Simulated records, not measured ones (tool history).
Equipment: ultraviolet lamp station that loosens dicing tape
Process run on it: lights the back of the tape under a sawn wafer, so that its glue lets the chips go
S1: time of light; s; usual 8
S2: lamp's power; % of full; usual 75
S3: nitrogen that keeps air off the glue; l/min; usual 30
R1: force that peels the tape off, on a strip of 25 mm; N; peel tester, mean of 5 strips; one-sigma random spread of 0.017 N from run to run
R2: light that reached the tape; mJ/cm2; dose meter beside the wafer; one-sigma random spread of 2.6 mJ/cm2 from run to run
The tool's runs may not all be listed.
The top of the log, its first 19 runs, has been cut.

run,day,S1,S2,S3,R1,R2
20,9.425,8,63,30,1.112,278
21,9.921,8,63,17,1.386,278
22,10.550,8,63,17,1.365,276
23,10.921,8,63,17,1.420,280
24,11.617,8,75,42,0.712,332
25,12.154,9,75,9,1.155,374
26,12.654,5,92,17,1.606,252
27,13.200,5,92,17,1.600,255
28,13.504,6,75,30,1.314,249
29,14.071,11,75,15,0.616,454
30,14.783,10,75,12,0.811,415
31,15.221,10,75,12,0.792,412
32,15.600,14,75,14,0.391,575
33,16.133,5,75,11,2.378,206

Consider 4 possible next runs. They are alternatives, not a sequence: every one starts from the tool as it was left by run 33. What does each give?
A,16.429,5,94,57,?,?
B,16.429,13,78,11,?,?
C,16.429,9,71,11,?,?
D,16.429,6,69,15,?,?

run,R1,R2
A,0.969,260
B,0.456,556
C,1.170,356
D,1.919,232
With no hidden state in the tool, these same runs would have given:
run,R1,R2
A,0.967,260
B,0.455,557
C,1.167,357
D,1.916,232
